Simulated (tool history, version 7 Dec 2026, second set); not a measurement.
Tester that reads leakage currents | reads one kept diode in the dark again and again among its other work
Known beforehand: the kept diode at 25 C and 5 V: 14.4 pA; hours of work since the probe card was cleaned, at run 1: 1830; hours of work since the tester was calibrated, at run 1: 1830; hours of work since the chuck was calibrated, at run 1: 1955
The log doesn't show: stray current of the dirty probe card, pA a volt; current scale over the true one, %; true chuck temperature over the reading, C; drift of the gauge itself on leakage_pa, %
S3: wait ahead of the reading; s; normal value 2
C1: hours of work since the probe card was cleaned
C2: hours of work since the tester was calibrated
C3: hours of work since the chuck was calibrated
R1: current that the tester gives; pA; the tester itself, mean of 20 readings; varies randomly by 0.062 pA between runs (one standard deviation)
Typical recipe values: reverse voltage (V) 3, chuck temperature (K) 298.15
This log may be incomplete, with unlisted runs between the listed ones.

{"run": 1, "hour": 0.0, "reverse voltage (V)": 3, "chuck temperature (K)": 298.15, "S3": 2, "C1": 1830, "C2": 1830, "C3": 1955, "R1": 17.71}
{"run": 2, "hour": 114.7, "reverse voltage (V)": 3, "chuck temperature (K)": 298.15, "S3": 2, "C1": 1894, "C2": 1894, "C3": 2019, "R1": 17.86}
{"run": 3, "hour": 179.7, "reverse voltage (V)": 3, "chuck temperature (K)": 298.15, "S3": 2, "C1": 1930, "C2": 1930, "C3": 2056, "R1": 18.17}
{"run": 4, "hour": 246.6, "reverse voltage (V)": 3, "chuck temperature (K)": 298.15, "S3": 2, "C1": 1968, "C2": 1968, "C3": 2093, "R1": 18.11}
{"run": 5, "hour": 307.0, "reverse voltage (V)": 3, "chuck temperature (K)": 298.15, "S3": 4.37, "C1": 2002, "C2": 2002, "C3": 2127, "R1": 18.13}
{"run": 6, "hour": 421.5, "reverse voltage (V)": 3, "chuck temperature (K)": 298.15, "S3": 4.37, "C1": 2066, "C2": 2066, "C3": 2191, "R1": 18.32}
{"run": 7, "hour": 531.6, "reverse voltage (V)": 3, "chuck temperature (K)": 298.15, "S3": 4.37, "C1": 2128, "C2": 2128, "C3": 2253, "R1": 18.64}
{"hour": 611.8, "done": "chuck's temperature calibrated"}
{"run": 8, "hour": 650.7, "reverse voltage (V)": 3, "chuck temperature (K)": 298.15, "S3": 2, "C1": 2193, "C2": 2193, "C3": 22, "R1": 19.71}
{"run": 9, "hour": 753.4, "reverse voltage (V)": 3.51, "chuck temperature (K)": 298.15, "S3": 6.77, "C1": 2251, "C2": 2251, "C3": 79, "R1": 21.77}
{"run": 10, "hour": 820.5, "reverse voltage (V)": 3.51, "chuck temperature (K)": 298.15, "S3": 6.77, "C1": 2289, "C2": 2289, "C3": 117, "R1": 21.96}
{"run": 11, "hour": 919.2, "reverse voltage (V)": 4.49, "chuck temperature (K)": 305.15, "S3": 8.44, "C1": 2344, "C2": 2344, "C3": 172, "R1": 36.75}
{"hour": 939.6, "done": "tester calibrated"}
{"hour": 1027.5, "done": "probe card cleaned and baked"}
{"run": 12, "hour": 1041.6, "reverse voltage (V)": 6.81, "chuck temperature (K)": 296.15, "S3": 8.44, "C1": 8, "C2": 55, "C3": 238, "R1": 14.17}
{"run": 13, "hour": 1103.3, "reverse voltage (V)": 6.81, "chuck temperature (K)": 320.15, "S3": 8.44, "C1": 42, "C2": 90, "C3": 273, "R1": 88.55}
{"run": 14, "hour": 1210.1, "reverse voltage (V)": 3.24, "chuck temperature (K)": 298.15, "S3": 7.42, "C1": 102, "C2": 150, "C3": 333, "R1": 12.7}
{"run": 15, "hour": 1294.9, "reverse voltage (V)": 3.24, "chuck temperature (K)": 308.15, "S3": 3.8, "C1": 150, "C2": 198, "C3": 380, "R1": 27.44}
{"run": 16, "hour": 1378.5, "reverse voltage (V)": 1.04, "chuck temperature (K)": 306.15, "S3": 0.41, "C1": 197, "C2": 244, "C3": 427, "R1": 15.24}

Branching from run 16: 5 alternative next runs. What would each branch give?
{"run": "A", "hour": 1458.9, "reverse voltage (V)": 3.29, "chuck temperature (K)": 320.15, "S3": 9.61, "C1": 242, "C2": 290, "C3": 472, "R1": "?"}
{"run": "B", "hour": 1458.9, "reverse voltage (V)": 10.69, "chuck temperature (K)": 298.15, "S3": 2, "C1": 242, "C2": 290, "C3": 472, "R1": "?"}
{"run": "C", "hour": 1458.9, "reverse voltage (V)": 1.04, "chuck temperature (K)": 306.15, "S3": 8.79, "C1": 242, "C2": 290, "C3": 472, "R1": "?"}
{"run": "D", "hour": 1458.9, "reverse voltage (V)": 2.83, "chuck temperature (K)": 298.15, "S3": 2, "C1": 242, "C2": 290, "C3": 472, "R1": "?"}
{"run": "E", "hour": 1458.9, "reverse voltage (V)": 1.17, "chuck temperature (K)": 295.15, "S3": 0.41, "C1": 242, "C2": 290, "C3": 472, "R1": "?"}

run=A R1=66.07
run=B R1=23.43
run=C R1=14.81
run=D R1=12.48
run=E R1=7.15
Without the tool's hidden state the same runs would have given:
run=A R1=65.37
run=B R1=20.73
run=C R1=14.58
run=D R1=11.79
run=E R1=6.86

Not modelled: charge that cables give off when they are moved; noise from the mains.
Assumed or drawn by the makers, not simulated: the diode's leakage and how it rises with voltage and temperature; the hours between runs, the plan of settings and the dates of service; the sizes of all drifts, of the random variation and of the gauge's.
